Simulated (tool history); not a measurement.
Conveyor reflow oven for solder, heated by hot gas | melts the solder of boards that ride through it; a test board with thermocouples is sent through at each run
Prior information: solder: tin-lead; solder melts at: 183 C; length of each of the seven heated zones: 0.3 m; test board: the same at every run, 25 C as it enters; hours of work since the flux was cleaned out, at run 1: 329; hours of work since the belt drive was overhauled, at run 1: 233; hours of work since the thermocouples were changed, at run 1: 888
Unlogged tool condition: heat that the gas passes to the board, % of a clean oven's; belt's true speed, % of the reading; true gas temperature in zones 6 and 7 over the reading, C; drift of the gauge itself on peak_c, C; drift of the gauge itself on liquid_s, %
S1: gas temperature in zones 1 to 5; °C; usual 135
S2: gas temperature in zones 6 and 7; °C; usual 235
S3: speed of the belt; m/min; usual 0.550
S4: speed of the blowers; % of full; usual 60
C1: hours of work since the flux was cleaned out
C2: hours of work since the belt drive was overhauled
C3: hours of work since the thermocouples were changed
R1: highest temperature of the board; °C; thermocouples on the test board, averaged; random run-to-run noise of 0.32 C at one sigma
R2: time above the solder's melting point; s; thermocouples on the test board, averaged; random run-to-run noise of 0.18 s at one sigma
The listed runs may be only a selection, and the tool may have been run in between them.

Run 1, hour 0.0: usual settings; C1 329; C2 233; C3 888. Result: R1 217.2 °C, R2 48.2 s.
Run 2, hour 8.9: usual settings; C1 336; C2 239; C3 895. Result: R1 216.7 °C, R2 48.3 s.
Run 3, hour 14.1: usual settings; C1 340; C2 243; C3 899. Result: R1 216.5 °C, R2 48.4 s.
Run 4, hour 22.3: usual settings; C1 346; C2 250; C3 905. Result: R1 216.4 °C, R2 47.8 s.
Run 5, hour 31.7: usual settings; C1 353; C2 257; C3 912. Result: R1 216.6 °C, R2 48.1 s.
Run 6, hour 40.0: usual settings; C1 359; C2 263; C3 919. Result: R1 216.8 °C, R2 47.9 s.
Run 7, hour 49.2: usual settings; C1 366; C2 270; C3 926. Result: R1 216.5 °C, R2 48.1 s.
Run 8, hour 54.3: usual settings; C1 370; C2 274; C3 929. Result: R1 216.4 °C, R2 47.8 s.
Run 9, hour 62.8: usual settings; C1 377; C2 280; C3 936. Result: R1 216.5 °C, R2 47.9 s.
At hour 72.8: flux residue cleaned out of gas plates and filters.
Run 10, hour 74.4: usual settings; C1 1; C2 285; C3 941. Result: R1 218.9 °C, R2 50.5 s.
Run 11, hour 83.3: usual settings; C1 8; C2 292; C3 948. Result: R1 219.8 °C, R2 50.3 s.
Run 12, hour 91.7: usual settings but S1 129 °C; C1 14; C2 298; C3 954. Result: R1 218.6 °C, R2 48.0 s.
Run 13, hour 98.5: usual settings but S1 129 °C; C1 19; C2 303; C3 959. Result: R1 218.5 °C, R2 47.9 s.
Run 14, hour 107.8: usual settings but S1 138 °C; C1 26; C2 310; C3 966. Result: R1 220.2 °C, R2 51.5 s.
Run 15, hour 111.9: usual settings but S1 143 °C, S3 0.489 m/min, S4 76 % of full; C1 29; C2 313; C3 969. Result: R1 225.6 °C, R2 64.0 s.
Run 16, hour 119.1: usual settings but S1 143 °C, S2 238 °C, S3 0.489 m/min; C1 35; C2 319; C3 975. Result: R1 226.4 °C, R2 63.9 s.
At hour 125.9: thermocouples of zones 6 and 7 changed.
Run 17, hour 128.6: usual settings but S1 143 °C, S2 238 °C, S3 0.489 m/min; C1 41; C2 324; C3 2. Result: R1 227.4 °C, R2 64.6 s.
Run 18, hour 134.1: usual settings but S1 143 °C, S2 238 °C, S3 0.489 m/min; C1 45; C2 329; C3 6. Result: R1 227.4 °C, R2 64.7 s.
Run 19, hour 141.6: usual settings but S1 139 °C; C1 50; C2 334; C3 12. Result: R1 221.1 °C, R2 52.4 s.
Run 20, hour 149.8: usual settings but S1 139 °C, S2 242 °C, S3 0.451 m/min, S4 82 % of full; C1 57; C2 340; C3 18. Result: R1 234.6 °C, R2 73.1 s.
Run 21, hour 154.2: usual settings but S1 139 °C, S2 242 °C, S3 0.451 m/min, S4 82 % of full; C1 60; C2 344; C3 21. Result: R1 234.8 °C, R2 72.6 s.
Run 22, hour 161.6: usual settings but S1 139 °C, S2 227 °C, S3 0.604 m/min, S4 52 % of full; C1 65; C2 349; C3 27. Result: R1 209.0 °C, R2 39.1 s.
Run 23, hour 165.5: usual settings but S1 139 °C, S2 227 °C, S3 0.604 m/min, S4 52 % of full; C1 68; C2 352; C3 30. Result: R1 209.3 °C, R2 39.5 s.
Run 24, hour 173.9: usual settings but S1 142 °C, S2 227 °C, S3 0.604 m/min, S4 54 % of full; C1 75; C2 359; C3 36. Result: R1 210.1 °C, R2 41.2 s.
Run 25, hour 181.1: usual settings but S1 133 °C, S2 227 °C, S3 0.604 m/min, S4 52 % of full; C1 80; C2 364; C3 42. Result: R1 207.2 °C, R2 36.0 s.
Run 26, hour 188.9: usual settings but S1 133 °C, S2 238 °C, S3 0.645 m/min, S4 84 % of full; C1 86; C2 370; C3 48. Result: R1 221.3 °C, R2 43.2 s.
Run 27, hour 195.5: usual settings but S1 147 °C, S2 238 °C, S3 0.448 m/min, S4 84 % of full; C1 91; C2 375; C3 53. Result: R1 232.4 °C, R2 74.3 s.
Run 28, hour 204.0: usual settings but S1 123 °C, S3 0.530 m/min; C1 97; C2 381; C3 59. Result: R1 219.1 °C, R2 48.8 s.

Below are 4 alternative next runs, each starting from the tool's condition after run 28. Predict each:
Run A, hour 209.7: usual settings but S1 138 °C, S2 230 °C, S4 54 % of full; C1 102; C2 386; C3 63. Result: R1 ?, R2 ?.
Run B, hour 209.7: usual settings but S2 238 °C; C1 102; C2 386; C3 63. Result: R1 ?, R2 ?.
Run C, hour 209.7: usual settings but S3 0.554 m/min, S4 61 % of full; C1 102; C2 386; C3 63. Result: R1 ?, R2 ?.
Run D, hour 209.7: usual settings but S1 123 °C, S2 240 °C, S3 0.530 m/min; C1 102; C2 386; C3 63. Result: R1 ?, R2 ?.

run     R1    R2
  A  215.0  48.0
  B  222.6  52.1
  C  219.4  49.8
  D  223.4  51.7
Stripped of hidden state, with their random variation kept, the same runs would have yielded:
run     R1    R2
  A  216.2  48.7
  B  223.9  52.6
  C  220.8  50.5
  D  224.8  52.3

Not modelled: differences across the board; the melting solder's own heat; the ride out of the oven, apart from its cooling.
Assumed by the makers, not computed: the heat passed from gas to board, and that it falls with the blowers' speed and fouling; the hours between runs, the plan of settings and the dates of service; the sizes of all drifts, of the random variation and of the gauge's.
